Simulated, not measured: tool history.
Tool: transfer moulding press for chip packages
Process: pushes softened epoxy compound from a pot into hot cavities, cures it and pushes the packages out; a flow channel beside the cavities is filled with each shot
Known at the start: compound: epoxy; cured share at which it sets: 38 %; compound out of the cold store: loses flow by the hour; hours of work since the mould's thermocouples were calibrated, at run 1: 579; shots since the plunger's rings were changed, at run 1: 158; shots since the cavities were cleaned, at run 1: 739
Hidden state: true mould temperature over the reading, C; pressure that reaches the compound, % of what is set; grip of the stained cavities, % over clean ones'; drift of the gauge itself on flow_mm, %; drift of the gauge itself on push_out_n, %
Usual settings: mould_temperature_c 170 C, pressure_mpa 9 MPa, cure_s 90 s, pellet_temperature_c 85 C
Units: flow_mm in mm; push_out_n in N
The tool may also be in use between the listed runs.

run     day  mould_temperature_c  pressure_mpa  cure_s  pellet_temperature_c  hours of work since the mould's thermocouples were calibrated  shots since the plunger's rings were changed  shots since the cavities were cleaned  incoming compound's hours out of the cold store  flow_mm  push_out_n
  1       0                  170             9      90                    85                                                            579                                           158                                    739                                             43.7      782         517
      0.304  -- cavities cleaned with cleaning compound and waxed
  2   2.442                  170          7.19      90                    85                                                            621                                           909                                    675                                             33.6      705         523
      2.846  -- cavities cleaned with cleaning compound and waxed
  3   4.162                  170           6.9      90                    85                                                            650                                          1433                                    416                                             11.1      727         483
      5.454  -- cavities cleaned with cleaning compound and waxed
  4   5.567                  170           6.9      90                    85                                                            673                                          1856                                     34                                               45      673         425
  5   6.712                  170           6.9      90                    85                                                            693                                          2218                                    396                                               43      675         489
  6   7.767                  170           6.9      90                    85                                                            712                                          2552                                    730                                             45.4      671         519
      8.017  -- cavities cleaned with cleaning compound and waxed
  7  10.288                  170           6.9      90                    85                                                            755                                          3327                                    716                                             18.5      699         567
     10.617  -- cavities cleaned with cleaning compound and waxed
  8    12.3                  164             9      90                    85                                                            789                                          3943                                    531                                             16.5      821         767
     13.338  -- cavities cleaned with cleaning compound and waxed
     13.812  -- mould's thermocouples calibrated
  9  14.038                  164             9      90                    85                                                              4                                          4446                                    195                                             44.5      774         657
 10  15.117                  175             9      90                    85                                                             23                                          4786                                    535                                             36.3      750         458
         16  -- cavities cleaned with cleaning compound and waxed
 11  17.133                  175         10.91      90                    85                                                             57                                          5403                                    357                                             38.1      814         432
     18.621  -- mould's thermocouples calibrated, once more
     18.683  -- cavities cleaned with cleaning compound and waxed
      19.65  -- plunger's sealing rings changed
 12  19.808                  170          8.75      90                    85                                                             18                                            51                                    323                                             21.5      806         462
     21.404  -- cavities cleaned with cleaning compound and waxed
 13  22.154                  170          8.75      90                    85                                                             58                                           771                                    236                                             24.6      796         456
     23.946  -- cavities cleaned with cleaning compound and waxed
 14  24.108                  170             9     118                    85                                                             91                                          1368                                     50                                             39.8      778         353
 15  25.946                  178          7.79      90                    79                                                            123                                          1949                                    631                                             26.3      718         435
     26.617  -- cavities cleaned with cleaning compound and waxed
 16  27.088                  178          7.72      90                    79                                                            142                                          2290                                    148                                             45.8      689         382
 17  28.829                  169            11      90                    85                                                            173                                          2840                                    698                                             46.9      842         504
     29.267  -- cavities cleaned with cleaning compound and waxed
 18  30.446                  175          7.88      90                    94                                                            200                                          3331                                    373                                             34.5      710         402
     31.783  -- cavities cleaned with cleaning compound and waxed
 19  31.783                  166         10.75     122                    89                                                            222                                          3733                                      0                                             17.5      886         338
 20  33.671                  166          8.13     122                    77                                                            255                                          4329                                    596                                             42.9      729         444
      34.35  -- cavities cleaned with cleaning compound and waxed
 21  35.192                  172          7.39     110                    84                                                            281                                          4789                                    265                                             43.4      675         390
     36.867  -- cavities cleaned with cleaning compound and waxed
 22  37.088                  173         10.56      82                    91                                                            313                                          5369                                     70                                             46.9      794         414
 23  38.612                  170          9.38      90                    85                                                            340                                          5850                                    551                                             16.1      800         507
     39.612  -- plunger's sealing rings changed
     39.675  -- cavities cleaned with cleaning compound and waxed
 24  40.404                  170             9      90                    84                                                            368                                           230                                    230                                             21.9      820         454
     42.238  -- cavities cleaned with cleaning compound and waxed
 25  42.383                  170             9      90                    84                                                            402                                           835                                     46                                             38.3      788         395
 26  43.488                  165             9      90                    85                                                            421                                          1184                                    395                                             41.5      798         599

4 ways to go on from here, each from the tool as it stands after run 26. What would each give?
     44.908  -- cavities cleaned with cleaning compound and waxed
  A  45.308                  170             9      90                    86                                                            452                                          1739                                    126                                             16.2        ?           ?
     44.908  -- cavities cleaned with cleaning compound and waxed
  B  45.308                  165             9      90                    84                                                            452                                          1739                                    126                                             35.8        ?           ?
     44.908  -- cavities cleaned with cleaning compound and waxed
  C  45.308                  165         10.04      78                    84                                                            452                                          1739                                    126                                             46.2        ?           ?
     44.908  -- cavities cleaned with cleaning compound and waxed
  D  45.308                  164         10.22      79                    85                                                            452                                          1739                                    126                                             21.8        ?           ?

run  flow_mm  push_out_n
  A      815         434
  B      803         548
  C      829         759
  D      884         864
Without the tool's hidden state the same runs would have given:
run  flow_mm  push_out_n
  A      827         391
  B      814         485
  C      841         670
  D      896         762
